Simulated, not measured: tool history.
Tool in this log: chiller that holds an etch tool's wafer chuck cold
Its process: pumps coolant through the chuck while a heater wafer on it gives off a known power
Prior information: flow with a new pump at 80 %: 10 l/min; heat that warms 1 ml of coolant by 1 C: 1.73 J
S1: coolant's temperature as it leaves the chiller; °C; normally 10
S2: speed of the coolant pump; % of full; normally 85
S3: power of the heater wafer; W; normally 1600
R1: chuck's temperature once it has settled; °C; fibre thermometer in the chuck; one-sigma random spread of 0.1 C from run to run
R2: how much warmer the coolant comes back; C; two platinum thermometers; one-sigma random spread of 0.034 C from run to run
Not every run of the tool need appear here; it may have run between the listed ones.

| run | day | S1 | S2 | S3 | R1 | R2 |
|---|---|---|---|---|---|---|
| 1 | 0 | 10 | 85 | 1600 | 21 | 5.26 |
| 2 | 1.492 | 10 | 85 | 1600 | 21 | 5.3 |
| 3 | 2.571 | 10 | 85 | 1600 | 20.9 | 5.28 |
| 4 | 4.146 | 10 | 80 | 1600 | 21.5 | 5.58 |
| 5 | 5.425 | 10 | 85 | 1600 | 20.8 | 5.25 |
| 6 | 7.717 | 10 | 85 | 1600 | 20.9 | 5.25 |
| 7 | 10.283 | 10 | 85 | 1600 | 20.8 | 5.31 |
| 8 | 12.242 | 10 | 85 | 1600 | 20.8 | 5.35 |
| 9 | 14.738 | 10 | 85 | 1600 | 20.7 | 5.34 |
| 10 | 16.583 | 10 | 85 | 1600 | 20.8 | 5.41 |
| 11 | 18.608 | 20 | 64 | 2080 | 37.7 | 9.13 |
| 12 | 19.862 | 14 | 78 | 2266 | 30.5 | 8.24 |
| 13 | 21.733 | 14 | 78 | 943 | 20.9 | 3.59 |
| 14 | 24.217 | 14 | 78 | 943 | 21 | 3.49 |
| 15 | 25.417 | 2 | 64 | 859 | 9.4 | 3.91 |
| 16 | 26.579 | 10 | 67 | 1204 | 19.8 | 5.17 |
| 17 | 27.892 | 10 | 67 | 1072 | 18.9 | 4.59 |
| 18 | 30.054 | 4 | 94 | 1648 | 14.2 | 5.17 |
| 19 | 32.238 | 3 | 96 | 1085 | 9.7 | 3.17 |
| 20 | 34.592 | 3 | 96 | 1085 | 9.6 | 3.09 |

Put back what was entered between runs (2 entries, withheld): which listed runs does each sit between, and how does the hidden state differ from the listed run before to the listed run after?
Runs 4 to 5: chiller's thermometer calibrated (day 5.375)
  drift of the gauge itself on warmer_back_c, C: 0.03 -> 0.04
  measured value less the no-hidden-state value, R2: +0.03 -> +0.04 C
Runs 18 to 19: gauge calibrated (day 31.088)
  drift of the gauge itself on warmer_back_c, C: 0.21 -> 0.01
  measured value less the no-hidden-state value, R2: +0.21 -> +0.01 C
